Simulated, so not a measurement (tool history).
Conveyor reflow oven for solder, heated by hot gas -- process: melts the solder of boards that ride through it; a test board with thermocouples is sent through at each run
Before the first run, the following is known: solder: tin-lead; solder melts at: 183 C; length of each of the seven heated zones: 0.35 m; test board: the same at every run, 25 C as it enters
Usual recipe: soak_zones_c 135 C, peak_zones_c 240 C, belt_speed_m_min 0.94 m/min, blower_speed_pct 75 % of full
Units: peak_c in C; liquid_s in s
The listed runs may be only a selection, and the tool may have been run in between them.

Run 1, day 0: usual settings. Result: peak_c 217.8 C, liquid_s 32.7 s.
Run 2, day 0.392: usual settings. Result: peak_c 218 C, liquid_s 32.6 s.
Run 3, day 0.788: usual settings. Result: peak_c 217.1 C, liquid_s 32.9 s.
Run 4, day 1.242: usual settings but belt_speed_m_min 0.851 m/min. Result: peak_c 221.6 C, liquid_s 37.7 s.
Run 5, day 1.992: usual settings but peak_zones_c 251 C, belt_speed_m_min 0.851 m/min. Result: peak_c 230.4 C, liquid_s 41.6 s.
Run 6, day 2.5: usual settings. Result: peak_c 217 C, liquid_s 32.5 s.
Run 7, day 3.083: usual settings. Result: peak_c 216.9 C, liquid_s 32.6 s.
Run 8, day 3.896: usual settings but blower_speed_pct 61 % of full. Result: peak_c 210.9 C, liquid_s 28.5 s.
Run 9, day 4.454: usual settings but blower_speed_pct 61 % of full. Result: peak_c 210.6 C, liquid_s 28.2 s.
Run 10, day 5.279: usual settings but belt_speed_m_min 0.77 m/min, blower_speed_pct 61 % of full. Result: peak_c 219 C, liquid_s 40.7 s.
Run 11, day 5.942: usual settings but belt_speed_m_min 0.77 m/min, blower_speed_pct 61 % of full. Result: peak_c 218.8 C, liquid_s 40.4 s.
Run 12, day 6.454: usual settings but belt_speed_m_min 1.071 m/min. Result: peak_c 211.3 C, liquid_s 25.4 s.
Run 13, day 7.217: usual settings but peak_zones_c 231 C. Result: peak_c 209.5 C, liquid_s 28.1 s.
Run 14, day 7.921: usual settings but peak_zones_c 231 C. Result: peak_c 209.1 C, liquid_s 28.1 s.
Run 15, day 8.492: usual settings but peak_zones_c 231 C, blower_speed_pct 63 % of full. Result: peak_c 203.6 C, liquid_s 24.2 s.
Run 16, day 9.304: usual settings but soak_zones_c 128 C, peak_zones_c 243 C, belt_speed_m_min 0.834 m/min, blower_speed_pct 66 % of full. Result: peak_c 218.1 C, liquid_s 35.8 s.
Run 17, day 9.742: usual settings but belt_speed_m_min 1.095 m/min, blower_speed_pct 74 % of full. Result: peak_c 208.9 C, liquid_s 23.7 s.
At day 10.008: flux residue cleaned out of gas plates and filters.
Run 18, day 10.479: usual settings but belt_speed_m_min 1.095 m/min, blower_speed_pct 74 % of full. Result: peak_c 212.5 C, liquid_s 25.1 s.
Run 19, day 10.867: usual settings but peak_zones_c 237 C, belt_speed_m_min 0.954 m/min, blower_speed_pct 85 % of full. Result: peak_c 218.9 C, liquid_s 33.1 s.
Run 20, day 11.558: usual settings but belt_speed_m_min 0.838 m/min, blower_speed_pct 54 % of full. Result: peak_c 213 C, liquid_s 33.5 s.
Run 21, day 12.129: usual settings but blower_speed_pct 55 % of full. Result: peak_c 208.7 C, liquid_s 26.9 s.
Run 22, day 12.546: usual settings but soak_zones_c 150 C, peak_zones_c 236 C. Result: peak_c 217.6 C, liquid_s 36.1 s.
Run 23, day 13.079: usual settings but soak_zones_c 150 C, peak_zones_c 236 C. Result: peak_c 217.6 C, liquid_s 36.3 s.
Run 24, day 13.792: usual settings but belt_speed_m_min 0.754 m/min, blower_speed_pct 87 % of full. Result: peak_c 228.6 C, liquid_s 47.4 s.

Expected results for the next run?
Run 25, day 14.138: usual settings but belt_speed_m_min 0.754 m/min, blower_speed_pct 87 % of full. Result: peak_c ?, liquid_s ?.

{"run 25": {"peak_c": 228.1, "liquid_s": 47.4}}
Were there no unlogged condition in the tool, this run, its random variation unchanged, would have produced peak_c 229.6 C, liquid_s 47.5 s.
